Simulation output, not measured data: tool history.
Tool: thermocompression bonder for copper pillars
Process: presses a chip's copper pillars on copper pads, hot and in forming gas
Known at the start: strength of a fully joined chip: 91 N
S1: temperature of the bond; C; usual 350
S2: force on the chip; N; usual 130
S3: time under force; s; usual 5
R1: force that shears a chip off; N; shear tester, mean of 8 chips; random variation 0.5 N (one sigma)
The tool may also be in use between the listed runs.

run     day   S1   S2  S3    R1
  1       0  350  130   5  54.2
  2   0.783  350  130   5  53.8
  3   1.533  347  130   5  52.6
  4   2.242  347  130   5  52.7
  5   3.025  356  130   5  56.6
  6   3.492  356  130   5    56
  7   4.046  350  130   5    55
  8   4.508  350  130   5  54.5
  9   4.871  350  130   5  54.6
 10   5.629  350  130   5  54.9
 11   6.175  350  130   5  54.6
 12   6.812  350  130   5  53.8
 13   7.329  356  130   5  54.9
 14   8.042  356  130   5  55.9
 15   8.675  331  190   5  65.1
 16   9.279  369  190   6  76.6
 17   9.729  372  163   3  60.8
 18  10.525  372  163   3  61.5
 19    11.2  341   86   3  27.8
 20  11.596  341   86   3  28.8
 21  12.154  327  189   9  72.9
 22  12.562  350  117  10  61.2
 23   13.05  361  161   5  67.1
 24  13.425  361  161   5  65.7
 25   14.15  331  147   5    53
 26  14.808  349  123   4    47
 27  15.517  377  123   4  55.8
 28  15.988  331  157   5  56.4

Not shown: 1 entry that the log had between the listed runs. Between which runs, and how does the tool's hidden state differ before and after?
Between runs 19 and 20: forming gas filter changed (day 11.283)
  oxide that the forming gas leaves, % of the face: 0.91 -> 0.52
